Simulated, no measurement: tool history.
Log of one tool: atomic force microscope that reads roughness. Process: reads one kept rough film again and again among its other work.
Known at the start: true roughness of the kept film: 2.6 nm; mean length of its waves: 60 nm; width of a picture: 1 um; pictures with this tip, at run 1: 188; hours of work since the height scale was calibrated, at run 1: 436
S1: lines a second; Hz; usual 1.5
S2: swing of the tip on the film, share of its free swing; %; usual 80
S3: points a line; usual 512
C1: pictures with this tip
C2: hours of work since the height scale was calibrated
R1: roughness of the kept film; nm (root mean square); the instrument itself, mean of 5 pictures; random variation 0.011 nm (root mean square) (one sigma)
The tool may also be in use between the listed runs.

run   hour    S1  S2   S3   C1   C2     R1
  1      0   1.5  80  512  188  436  2.315
  2    7.6   1.5  69  512  206  441  2.379
  3   18.3   1.5  69  261  231  449  2.353
  4   33.5   1.5  69  261  268  459  2.324
  5   49.5   1.5  69  261  306  470  2.317
  6   57.1   1.5  69  261  325  475  2.317
  7   70.6   1.5  69  261  357  485  2.302
      75.1  -- new tip fitted
  8   80.8   1.5  67  261   13  492  2.484
  9   95.9   1.5  67  261   50  502  2.464
 10  113.3   1.5  67  261   91  514  2.433
 11  129.9  3.83  76  275  132  526  2.249
 12  139.8  3.83  76  275  155  533  2.245
 13    150  3.83  76  275  180  540   2.24
 14  161.8  3.83  76  275  208  548  2.242
 15  178.9  0.76  75  348  249  560  2.369
 16  188.4  2.44  72  494  272  566   2.29
 17    199  2.44  72  494  298  574   2.28
 18  209.9  2.44  72  494  324  581  2.282

The next listed run, before its measurement:
 19  220.8  1.5  62  279  350  589   ?

Run 19 gave R1 2.331 nm (root mean square).
Without the tool's hidden state the same run would have given R1 2.492 nm (root mean square).
